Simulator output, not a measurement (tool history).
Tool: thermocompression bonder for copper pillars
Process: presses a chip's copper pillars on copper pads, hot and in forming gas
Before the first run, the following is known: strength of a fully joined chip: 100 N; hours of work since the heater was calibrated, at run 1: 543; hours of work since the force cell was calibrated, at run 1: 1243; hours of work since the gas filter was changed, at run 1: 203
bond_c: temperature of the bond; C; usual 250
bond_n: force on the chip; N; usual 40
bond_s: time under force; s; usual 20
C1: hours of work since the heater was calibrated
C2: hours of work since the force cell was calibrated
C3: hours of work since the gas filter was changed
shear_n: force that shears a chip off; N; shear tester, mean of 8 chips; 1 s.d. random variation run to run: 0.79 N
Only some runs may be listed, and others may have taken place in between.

run 1 hour=0.0 | bond_c=250 bond_n=40 bond_s=20 | C1=543 C2=1243 C3=203 | shear_n=66.6
run 2 hour=36.6 | bond_c=250 bond_n=40 bond_s=20 | C1=563 C2=1263 C3=223 | shear_n=64.9
run 3 hour=59.9 | bond_c=250 bond_n=40 bond_s=29 | C1=576 C2=1276 C3=236 | shear_n=72.2
run 4 hour=96.9 | bond_c=250 bond_n=40 bond_s=29 | C1=596 C2=1296 C3=256 | shear_n=71.6
run 5 hour=134.8 | bond_c=250 bond_n=40 bond_s=29 | C1=617 C2=1317 C3=277 | shear_n=71.2
run 6 hour=159.1 | bond_c=250 bond_n=40 bond_s=29 | C1=631 C2=1330 C3=291 | shear_n=70.6
-- hour=186.1 force cell calibrated
run 7 hour=215.3 | bond_c=250 bond_n=52 bond_s=20 | C1=661 C2=16 C3=321 | shear_n=71.9
run 8 hour=256.6 | bond_c=250 bond_n=52 bond_s=20 | C1=683 C2=39 C3=343 | shear_n=71.1
run 9 hour=279.6 | bond_c=250 bond_n=40 bond_s=20 | C1=696 C2=51 C3=356 | shear_n=60.8
run 10 hour=321.0 | bond_c=250 bond_n=31 bond_s=20 | C1=719 C2=74 C3=379 | shear_n=50.7
run 11 hour=372.6 | bond_c=250 bond_n=31 bond_s=20 | C1=747 C2=103 C3=407 | shear_n=49.8
run 12 hour=429.3 | bond_c=270 bond_n=40 bond_s=15 | C1=778 C2=134 C3=438 | shear_n=68.0
run 13 hour=459.6 | bond_c=239 bond_n=40 bond_s=20 | C1=795 C2=150 C3=455 | shear_n=53.4

Forecast run 14:
-- hour=487.2 forming gas filter changed
run 14 hour=507.7 | bond_c=239 bond_n=40 bond_s=20 | C1=821 C2=177 C3=11 | shear_n=?

Logged for run 14: shear_n 61.0 N.
The same run, on a tool lacking any hidden state, would have yielded shear_n 54.4 N.
